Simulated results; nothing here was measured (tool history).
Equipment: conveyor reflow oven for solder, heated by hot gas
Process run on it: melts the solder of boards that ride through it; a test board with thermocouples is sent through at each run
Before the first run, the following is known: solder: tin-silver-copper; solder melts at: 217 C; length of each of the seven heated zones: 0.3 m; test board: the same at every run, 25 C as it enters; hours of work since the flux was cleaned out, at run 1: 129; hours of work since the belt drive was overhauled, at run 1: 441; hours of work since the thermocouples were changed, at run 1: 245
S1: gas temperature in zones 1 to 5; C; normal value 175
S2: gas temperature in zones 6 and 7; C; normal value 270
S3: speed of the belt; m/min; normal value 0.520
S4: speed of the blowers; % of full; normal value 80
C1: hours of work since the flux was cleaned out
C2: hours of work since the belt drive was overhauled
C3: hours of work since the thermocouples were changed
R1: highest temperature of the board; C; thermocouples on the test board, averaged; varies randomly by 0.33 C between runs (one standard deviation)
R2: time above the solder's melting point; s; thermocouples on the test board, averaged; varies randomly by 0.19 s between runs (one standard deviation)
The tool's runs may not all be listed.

run 1 hour=0.0 | S1=175 S2=270 S3=0.520 S4=80 | C1=129 C2=441 C3=245 | R1=253.1 R2=52.3
run 2 hour=27.1 | S1=175 S2=270 S3=0.520 S4=80 | C1=141 C2=453 C3=257 | R1=252.2 R2=52.1
run 3 hour=51.5 | S1=175 S2=270 S3=0.520 S4=80 | C1=151 C2=463 C3=267 | R1=251.6 R2=52.3
run 4 hour=78.8 | S1=175 S2=270 S3=0.520 S4=80 | C1=162 C2=474 C3=278 | R1=252.9 R2=51.8
run 5 hour=100.1 | S1=175 S2=270 S3=0.520 S4=80 | C1=171 C2=483 C3=287 | R1=251.9 R2=51.9
run 6 hour=115.3 | S1=175 S2=270 S3=0.520 S4=80 | C1=178 C2=490 C3=294 | R1=252.0 R2=52.1
run 7 hour=138.2 | S1=175 S2=270 S3=0.520 S4=80 | C1=187 C2=499 C3=303 | R1=251.9 R2=52.4
run 8 hour=166.9 | S1=175 S2=258 S3=0.520 S4=80 | C1=199 C2=511 C3=315 | R1=241.6 R2=44.4
run 9 hour=179.5 | S1=175 S2=258 S3=0.520 S4=80 | C1=205 C2=517 C3=321 | R1=241.3 R2=44.2
run 10 hour=198.4 | S1=175 S2=277 S3=0.520 S4=80 | C1=213 C2=525 C3=329 | R1=257.8 R2=55.1
-- hour=206.0 flux residue cleaned out of gas plates and filters
run 11 hour=216.5 | S1=175 S2=277 S3=0.520 S4=80 | C1=4 C2=530 C3=334 | R1=257.6 R2=55.5
run 12 hour=228.5 | S1=175 S2=277 S3=0.520 S4=80 | C1=9 C2=535 C3=339 | R1=257.5 R2=55.7
run 13 hour=257.1 | S1=175 S2=277 S3=0.520 S4=79 | C1=21 C2=547 C3=351 | R1=257.7 R2=55.5
run 14 hour=276.5 | S1=175 S2=277 S3=0.520 S4=79 | C1=30 C2=555 C3=359 | R1=257.2 R2=55.1
run 15 hour=296.6 | S1=175 S2=277 S3=0.520 S4=79 | C1=38 C2=564 C3=368 | R1=257.0 R2=55.1
run 16 hour=325.4 | S1=175 S2=283 S3=0.520 S4=80 | C1=50 C2=576 C3=380 | R1=262.2 R2=58.2
run 17 hour=339.2 | S1=162 S2=273 S3=0.532 S4=62 | C1=56 C2=582 C3=386 | R1=246.2 R2=41.9
-- hour=355.3 flux residue cleaned out of gas plates and filters, once more
run 18 hour=366.2 | S1=162 S2=273 S3=0.532 S4=62 | C1=5 C2=591 C3=395 | R1=247.9 R2=42.9
run 19 hour=384.4 | S1=162 S2=273 S3=0.466 S4=62 | C1=12 C2=599 C3=403 | R1=253.2 R2=54.9
run 20 hour=398.6 | S1=175 S2=260 S3=0.520 S4=66 | C1=18 C2=605 C3=409 | R1=241.6 R2=43.5
run 21 hour=422.1 | S1=175 S2=260 S3=0.520 S4=66 | C1=28 C2=614 C3=418 | R1=240.9 R2=43.5
run 22 hour=445.6 | S1=175 S2=260 S3=0.520 S4=66 | C1=38 C2=624 C3=428 | R1=241.2 R2=43.1
run 23 hour=471.9 | S1=175 S2=260 S3=0.520 S4=66 | C1=49 C2=635 C3=439 | R1=241.3 R2=43.4
run 24 hour=496.0 | S1=175 S2=260 S3=0.520 S4=66 | C1=59 C2=646 C3=450 | R1=241.5 R2=43.4
run 25 hour=518.2 | S1=175 S2=260 S3=0.520 S4=66 | C1=69 C2=655 C3=459 | R1=242.1 R2=43.0
run 26 hour=545.3 | S1=175 S2=260 S3=0.520 S4=66 | C1=80 C2=666 C3=470 | R1=241.0 R2=43.2
run 27 hour=564.5 | S1=178 S2=269 S3=0.600 S4=81 | C1=88 C2=674 C3=478 | R1=247.1 R2=42.0
run 28 hour=580.6 | S1=189 S2=283 S3=0.491 S4=76 | C1=95 C2=681 C3=485 | R1=267.1 R2=69.3
run 29 hour=594.2 | S1=177 S2=276 S3=0.562 S4=78 | C1=100 C2=687 C3=491 | R1=253.9 R2=50.1
run 30 hour=614.9 | S1=185 S2=270 S3=0.520 S4=80 | C1=109 C2=696 C3=500 | R1=253.8 R2=57.2
run 31 hour=630.5 | S1=173 S2=270 S3=0.520 S4=81 | C1=116 C2=702 C3=506 | R1=252.1 R2=51.4
run 32 hour=646.7 | S1=167 S2=270 S3=0.487 S4=81 | C1=122 C2=709 C3=513 | R1=253.1 R2=54.5

Each row is a separate what-if for the run after 32, all from the same tool condition, not one after another. Results?
run A hour=674.8 | S1=178 S2=267 S3=0.605 S4=81 | C1=134 C2=721 C3=525 | R1=? R2=?
run B hour=674.8 | S1=167 S2=269 S3=0.618 S4=51 | C1=134 C2=721 C3=525 | R1=? R2=?
run C hour=674.8 | S1=175 S2=283 S3=0.484 S4=74 | C1=134 C2=721 C3=525 | R1=? R2=?

run=A R1=244.8 R2=40.2
run=B R1=235.1 R2=25.0
run=C R1=265.0 R2=63.8
What these runs would have given with no unlogged condition in the tool:
run=A R1=245.9 R2=40.6
run=B R1=236.0 R2=25.5
run=C R1=266.0 R2=63.5
